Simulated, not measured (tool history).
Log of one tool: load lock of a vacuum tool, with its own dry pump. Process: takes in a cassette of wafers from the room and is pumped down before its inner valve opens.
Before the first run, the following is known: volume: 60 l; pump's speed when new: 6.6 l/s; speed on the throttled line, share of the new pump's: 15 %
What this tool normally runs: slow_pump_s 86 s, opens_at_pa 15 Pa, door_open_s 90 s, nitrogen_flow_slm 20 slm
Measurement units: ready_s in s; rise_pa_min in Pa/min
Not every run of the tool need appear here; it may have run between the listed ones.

| run | hour | slow_pump_s | opens_at_pa | door_open_s | nitrogen_flow_slm | incoming humidity of the room's air, % | ready_s | rise_pa_min |
|---|---|---|---|---|---|---|---|---|
| 1 | 0 | 86 | 15 | 90 | 20 | 46.5 | 157.1 | 0.02 |
| 2 | 109.8 | 86 | 15 | 90 | 20 | 45.7 | 157 | 0.02 |
| 3 | 168.1 | 86 | 15 | 90 | 20 | 46.2 | 154.8 | 0.024 |
| 4 | 249.8 | 153 | 15 | 90 | 20 | 45.6 | 210.3 | 0.017 |
| 5 | 325.5 | 153 | 15 | 90 | 20 | 44.2 | 214 | 0.02 |
| 6 | 438.8 | 153 | 15 | 90 | 20 | 49.5 | 214.3 | 0.026 |
| 7 | 486 | 86 | 14 | 90 | 20 | 45.3 | 158.3 | 0.025 |
| 8 | 539.1 | 86 | 15 | 90 | 20 | 44 | 156.9 | 0.019 |
| 9 | 601.4 | 86 | 15 | 90 | 20 | 45.8 | 157.6 | 0.02 |
| 10 | 710.9 | 86 | 15 | 83 | 20 | 48.6 | 157 | 0.022 |
| 11 | 774.6 | 86 | 15 | 83 | 20 | 46.5 | 157.4 | 0.022 |
| 12 | 822.2 | 86 | 15 | 83 | 20 | 45.9 | 157.8 | 0.022 |
| 13 | 908.3 | 86 | 15 | 90 | 20 | 42.6 | 157.4 | 0.02 |
| 14 | 999.5 | 86 | 15 | 90 | 20 | 43.5 | 157.6 | 0.021 |
| 15 | 1086.2 | 86 | 15 | 90 | 20 | 44.4 | 158.7 | 0.019 |
| 16 | 1139.7 | 86 | 15 | 90 | 20 | 43.8 | 157.9 | 0.021 |
| 17 | 1205 | 86 | 15 | 90 | 20 | 44.4 | 156.9 | 0.018 |
| 18 | 1311.8 | 86 | 15 | 90 | 20 | 44.9 | 157.1 | 0.027 |
| 19 | 1412.8 | 117 | 15 | 90 | 20 | 43 | 184.5 | 0.025 |
| 20 | 1518.9 | 98 | 19 | 201 | 20 | 47.3 | 166.8 | 0.038 |
| 21 | 1598.3 | 98 | 19 | 201 | 20 | 46.4 | 165.4 | 0.031 |
| 22 | 1703.1 | 67 | 23 | 38 | 20 | 45.5 | 137.3 | 0.02 |
| 23 | 1814.3 | 67 | 23 | 38 | 20 | 45.8 | 138.2 | 0.022 |
| 24 | 1897.2 | 68 | 14 | 38 | 40 | 44.8 | 143.5 | 0.019 |
| 25 | 2001.6 | 86 | 15 | 90 | 20 | 42.4 | 158.8 | 0.024 |
| 26 | 2091 | 45 | 27 | 90 | 20 | 45.9 | 117.6 | 0.027 |
| 27 | 2193 | 95 | 19 | 27 | 12 | 43.1 | 163.5 | 0.021 |
| 28 | 2270.7 | 95 | 19 | 27 | 12 | 49.1 | 162.9 | 0.018 |
| 29 | 2367.1 | 95 | 19 | 27 | 12 | 43.5 | 165.2 | 0.018 |
| 30 | 2462.2 | 95 | 25 | 27 | 12 | 46.8 | 161 | 0.021 |
| 31 | 2513.3 | 59 | 25 | 27 | 12 | 46.9 | 131.4 | 0.025 |
| 32 | 2593.9 | 131 | 15 | 203 | 8 | 49.4 | 196.6 | 0.052 |
| 33 | 2693.8 | 106 | 15 | 40 | 8 | 41.6 | 175.6 | 0.024 |

Each row is a separate what-if for the run after 33, all from the same tool condition, not one after another. Results?
| A | 2742.3 | 106 | 15 | 40 | 13 | 47.5 | ? | ? |
| B | 2742.3 | 106 | 10 | 40 | 8 | 41.2 | ? | ? |
| C | 2742.3 | 106 | 15 | 40 | 7 | 45.5 | ? | ? |
| D | 2742.3 | 106 | 14 | 40 | 5 | 43.8 | ? | ? |
| E | 2742.3 | 68 | 15 | 111 | 32 | 41 | ? | ? |

| run | ready_s | rise_pa_min |
|---|---|---|
| A | 177.3 | 0.025 |
| B | 180.2 | 0.029 |
| C | 175.2 | 0.028 |
| D | 177.4 | 0.03 |
| E | 144.1 | 0.026 |
Stripped of hidden state, with their random variation kept, the same runs would have yielded:
| run | ready_s | rise_pa_min |
|---|---|---|
| A | 171.3 | 0.014 |
| B | 173.7 | 0.018 |
| C | 169.3 | 0.017 |
| D | 171.4 | 0.02 |
| E | 137.4 | 0.015 |
